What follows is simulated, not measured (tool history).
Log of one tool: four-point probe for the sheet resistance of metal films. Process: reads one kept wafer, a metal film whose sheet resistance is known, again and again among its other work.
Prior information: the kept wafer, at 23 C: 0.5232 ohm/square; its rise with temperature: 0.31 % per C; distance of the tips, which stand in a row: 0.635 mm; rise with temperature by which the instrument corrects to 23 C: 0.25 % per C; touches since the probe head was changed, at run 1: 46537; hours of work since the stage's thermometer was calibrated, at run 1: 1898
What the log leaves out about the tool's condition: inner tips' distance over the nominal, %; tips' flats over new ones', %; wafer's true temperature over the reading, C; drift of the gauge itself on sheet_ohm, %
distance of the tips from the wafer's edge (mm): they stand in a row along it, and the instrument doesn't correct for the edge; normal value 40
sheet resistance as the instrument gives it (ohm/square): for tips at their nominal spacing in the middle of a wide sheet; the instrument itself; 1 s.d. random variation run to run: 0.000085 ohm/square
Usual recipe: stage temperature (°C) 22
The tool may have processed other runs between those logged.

run,hour,stage temperature (°C),distance of the tips from the wafer's edge (mm),touches since the probe head was changed,hours of work since the stage's thermometer was calibrated,sheet resistance as the instrument gives it (ohm/square)
1,0,22,40,46537,1898,0.521411
2,35.9,22,40,48026,1922,0.521651
3,67.4,22,40,49331,1944,0.521586
4,104.5,26,40,50869,1969,0.522799
5,134.8,28,40,52124,1990,0.523197
6,170.1,28,40,53590,2014,0.523284
7,205.8,28,40,55069,2039,0.523235
8,267.9,28,40,57645,2081,0.523428
9,308.7,28,40,59336,2109,0.523391
10,345,22,40,60840,2134,0.521708
11,406.3,22,40,63380,2176,0.521592
12,449,22,40,65152,2205,0.521611
13,495,22,40,67058,2237,0.521645
14,549.8,22,40,69329,2274,0.521671
15,588.9,22,14,70952,2301,0.522088
16,641.1,34,5,73115,2337,0.529326
17,681.3,34,5,74783,2364,0.529485
18,720.1,27,40,76392,2391,0.523081
19,788.1,20,32,79210,2437,0.520999
20,849.1,26,32,81738,2479,0.522676
21,885.3,27,32,83241,2504,0.523079
22,932.6,22,6,85200,2536,0.524782
23,962.6,22,6,86444,2557,0.524535
24,1025.4,22,6,89048,2600,0.524763
25,1087.6,22,26,91624,2642,0.52184
# hour 1146.9: stage's thermometer calibrated
26,1147.7,25,6,94095,1,0.527209
27,1211.9,22,9,96757,44,0.524697
28,1275.8,22,9,99408,88,0.524758

5 options for the next run, each taken on its own from the tool as it stands now. Forecast them:
A,1321,30,22,101280,119,?
B,1321,21,67,101280,119,?
C,1321,22,36,101280,119,?
D,1321,33,71,101280,119,?
E,1321,21,32,101280,119,?

run,sheet resistance as the instrument gives it (ohm/square)
A,0.525771
B,0.523056
C,0.523451
D,0.526387
E,0.52308
Take away the tool's hidden state, keep each run's random variation, and the runs would have read:
run,sheet resistance as the instrument gives it (ohm/square)
A,0.52538
B,0.522672
C,0.523067
D,0.525994
E,0.522696
